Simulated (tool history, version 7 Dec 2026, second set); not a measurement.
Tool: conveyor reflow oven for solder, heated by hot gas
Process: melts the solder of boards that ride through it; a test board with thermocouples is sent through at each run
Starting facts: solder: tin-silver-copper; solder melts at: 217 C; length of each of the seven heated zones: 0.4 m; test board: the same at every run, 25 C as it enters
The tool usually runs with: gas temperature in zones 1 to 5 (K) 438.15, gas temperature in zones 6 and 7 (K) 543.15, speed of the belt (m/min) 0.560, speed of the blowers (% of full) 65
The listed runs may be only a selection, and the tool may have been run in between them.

run,hour,gas temperature in zones 1 to 5 (K),gas temperature in zones 6 and 7 (K),speed of the belt (m/min),speed of the blowers (% of full),highest temperature of the board (K),time above the solder's melting point (s)
1,0.0,438.15,543.15,0.560,65,528.45,63.7
# hour 7.3: thermocouples of zones 6 and 7 changed
2,43.2,438.15,543.15,0.560,65,525.55,61.1
# hour 122.1: flux residue cleaned out of gas plates and filters
3,142.6,438.15,543.15,0.560,65,526.35,61.9
4,205.5,438.15,543.15,0.560,65,526.55,62.1
# hour 285.7: belt drive overhauled, speed set with a stopwatch
5,298.4,438.15,543.15,0.560,65,525.15,60.7
# hour 354.6: flux residue cleaned out of gas plates and filters
6,355.6,438.15,543.15,0.560,65,526.45,61.6
7,444.1,438.15,543.15,0.560,65,526.45,61.2
8,501.9,453.15,543.15,0.560,65,528.35,69.0
# hour 579.2: flux residue cleaned out of gas plates and filters
9,601.5,453.15,543.15,0.560,65,529.85,69.8
10,654.1,438.15,543.15,0.560,60,525.55,60.8
11,709.8,438.15,545.15,0.560,67,529.05,63.9
12,756.2,425.15,539.15,0.574,65,519.65,50.3
# hour 806.2: flux residue cleaned out of gas plates and filters
13,832.8,444.15,543.15,0.560,54,526.45,63.0
14,907.9,424.15,543.15,0.560,65,525.25,56.3
15,946.9,424.15,543.15,0.560,65,524.85,56.0
16,1009.7,425.15,543.15,0.560,55,522.15,52.5
# hour 1036.0: flux residue cleaned out of gas plates and filters
17,1064.5,438.15,543.15,0.579,55,524.45,57.4
# hour 1140.2: thermocouples of zones 6 and 7 changed
18,1140.2,438.15,543.15,0.579,55,521.75,55.2
19,1182.6,438.15,543.15,0.579,55,522.05,54.7

The next listed run, before its measurement:
20,1228.9,440.15,557.15,0.647,87,?,?

highest temperature of the board (K): 537.65
time above the solder's melting point (s): 60.2
Minus the tool's unlogged condition, the same run would have read highest temperature of the board (K) 538.45, time above the solder's melting point (s) 60.2.
